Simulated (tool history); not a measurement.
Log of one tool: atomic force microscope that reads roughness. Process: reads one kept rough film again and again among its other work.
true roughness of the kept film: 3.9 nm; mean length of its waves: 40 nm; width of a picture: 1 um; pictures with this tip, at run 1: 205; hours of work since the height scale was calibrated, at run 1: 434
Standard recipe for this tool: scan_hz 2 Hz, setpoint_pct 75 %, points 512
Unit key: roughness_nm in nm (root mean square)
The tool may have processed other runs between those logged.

| run | hour | scan_hz | setpoint_pct | points | pictures with this tip | hours of work since the height scale was calibrated | roughness_nm |
|---|---|---|---|---|---|---|---|
| 1 | 0 | 2 | 75 | 512 | 205 | 434 | 2.765 |
|  | 3.9 | new tip fitted |
| 2 | 54.2 | 2 | 75 | 512 | 95 | 469 | 3.008 |
| 3 | 97.8 | 2 | 59 | 512 | 177 | 496 | 3.1 |
|  | 119.6 | new tip fitted |
| 4 | 128.6 | 2 | 59 | 512 | 17 | 516 | 3.445 |
| 5 | 181.6 | 2 | 75 | 512 | 117 | 549 | 2.957 |
|  | 231.6 | new tip fitted |
| 6 | 231.6 | 2 | 75 | 512 | 0 | 581 | 3.22 |
| 7 | 281.1 | 0.86 | 75 | 512 | 94 | 612 | 3.209 |
| 8 | 334.8 | 0.86 | 75 | 512 | 195 | 647 | 2.999 |
|  | 347 | new tip fitted |
| 9 | 361.6 | 0.86 | 75 | 512 | 28 | 663 | 3.409 |
| 10 | 404.2 | 2.25 | 75 | 512 | 109 | 690 | 2.936 |
| 11 | 437 | 2 | 81 | 512 | 171 | 711 | 2.738 |
|  | 460.3 | new tip fitted |
| 12 | 472.9 | 2 | 75 | 904 | 24 | 734 | 3.169 |
| 13 | 495.5 | 2 | 68 | 643 | 67 | 748 | 3.217 |
| 14 | 523.7 | 2 | 57 | 348 | 120 | 766 | 3.222 |
| 15 | 563 | 2 | 57 | 348 | 194 | 791 | 3.058 |
|  | 573.7 | new tip fitted |
| 16 | 600.3 | 1.1 | 59 | 348 | 50 | 815 | 3.436 |
| 17 | 629.5 | 1.1 | 59 | 348 | 105 | 833 | 3.326 |
| 18 | 667.5 | 1.1 | 59 | 348 | 177 | 857 | 3.162 |

Measured result minus the same run's result without the hidden state. Both carry the same run-to-run variation, though not necessarily the same gauge scatter:
Hidden state present: radius of the tip, nm; height scale over the true one, %; drift of the gauge itself on roughness_nm, %.
| run | roughness_nm |
|---|---|
| 1 | -0.45 |
| 2 | -0.193 |
| 3 | -0.377 |
| 4 | -0.014 |
| 5 | -0.23 |
| 6 | +0.025 |
| 7 | -0.225 |
| 8 | -0.423 |
| 9 | -0.041 |
| 10 | -0.213 |
| 11 | -0.334 |
| 12 | -0.021 |
| 13 | -0.116 |
| 14 | -0.247 |
| 15 | -0.411 |
| 16 | -0.08 |
| 17 | -0.212 |
| 18 | -0.368 |
